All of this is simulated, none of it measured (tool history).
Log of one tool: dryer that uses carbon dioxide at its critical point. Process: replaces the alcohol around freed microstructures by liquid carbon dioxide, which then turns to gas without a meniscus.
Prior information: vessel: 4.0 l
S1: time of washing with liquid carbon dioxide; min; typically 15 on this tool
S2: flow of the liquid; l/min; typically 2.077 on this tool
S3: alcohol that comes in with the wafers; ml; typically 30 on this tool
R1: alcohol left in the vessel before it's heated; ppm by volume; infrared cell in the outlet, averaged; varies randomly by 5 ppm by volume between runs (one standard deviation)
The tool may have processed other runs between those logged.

run   hour  S1     S2   S3    R1
  1      0  15  2.077   30    36
  2      9  15  2.077   30    25
  3   21.6  15  2.077   30    33
  4   36.3  15  2.077   30    32
  5   53.8  15  2.077   30    40
  6   68.4  15  2.077   30    45
  7   84.4  15  2.077   46    41
  8   98.1  15    1.7   29    76
  9  108.3  22  2.077  118    27
 10  118.5  20   1.29   84   205
 11  125.5  15   3.02   39    32
 12  142.9  12   1.28   75  1080
     160.5  -- inlet filter changed
 13  160.5  12   1.28   75   918

Consider 4 possible next runs. They are alternatives, not a sequence: every one starts from the tool as it was left by run 13. What does each give?
  A   175  11  1.31  54   ?
  B   175  10  3.05  63   ?
  C   175  18  1.51  30   ?
  D   175  11  3.33  41   ?

run   R1
  A  814
  B   55
  C   66
  D   33
What these runs would have given with no unlogged condition in the tool:
run   R1
  A  771
  B   26
  C   36
  D    4
